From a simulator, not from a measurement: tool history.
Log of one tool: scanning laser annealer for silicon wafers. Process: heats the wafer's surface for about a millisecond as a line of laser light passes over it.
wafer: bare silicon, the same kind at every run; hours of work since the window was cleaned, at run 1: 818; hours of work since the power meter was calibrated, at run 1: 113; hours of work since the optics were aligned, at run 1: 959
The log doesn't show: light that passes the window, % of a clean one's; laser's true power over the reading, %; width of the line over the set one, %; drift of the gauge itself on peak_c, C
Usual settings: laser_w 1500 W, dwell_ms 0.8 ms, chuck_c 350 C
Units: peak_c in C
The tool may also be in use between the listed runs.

run   hour  laser_w  dwell_ms  chuck_c  hours of work since the window was cleaned  hours of work since the power meter was calibrated  hours of work since the optics were aligned  peak_c
  1      0     1500       0.8      350                                         818                                                 113                                          959    1056
         6  -- window over the wafer cleaned
  2   37.1     1500       0.8      350                                          24                                                 140                                          986    1055
  3   77.9     1500       0.8      350                                          56                                                 172                                         1017    1059
  4  106.2     1500       0.8      350                                          77                                                 194                                         1039    1059
  5  130.3     1500       0.8      350                                          96                                                 212                                         1058    1056
  6  171.1     1500       0.8      350                                         127                                                 244                                         1089    1056
  7  204.1     1500       0.8      350                                         153                                                 269                                         1115    1056
  8  243.7     1500     0.959      335                                         184                                                 300                                         1145    1120
  9  267.8     1500     0.649      335                                         202                                                 319                                         1164     964
 10  306.7     1522     0.649      314                                         232                                                 349                                         1194     953
 11  331.2     1500     0.856      338                                         251                                                 368                                         1213    1070
 12    359     1514       0.8      350                                         273                                                 389                                         1234    1066
 13  380.2     1401       0.8      372                                         289                                                 405                                         1251    1024

4 ways to go on from here, each from the tool as it stands after run 13. What would each give?
  A  419.9     1410       0.8      363                                         320                                                 436                                         1281       ?
  B  419.9     1401     0.867      327                                         320                                                 436                                         1281       ?
  C  419.9     1500       0.8      347                                         320                                                 436                                         1281       ?
  D  419.9     1401     0.597      372                                         320                                                 436                                         1281       ?

run  peak_c
  A    1019
  B    1010
  C    1055
  D     927
Without the tool's hidden state the same runs would have given:
run  peak_c
  A    1021
  B    1012
  C    1056
  D     928
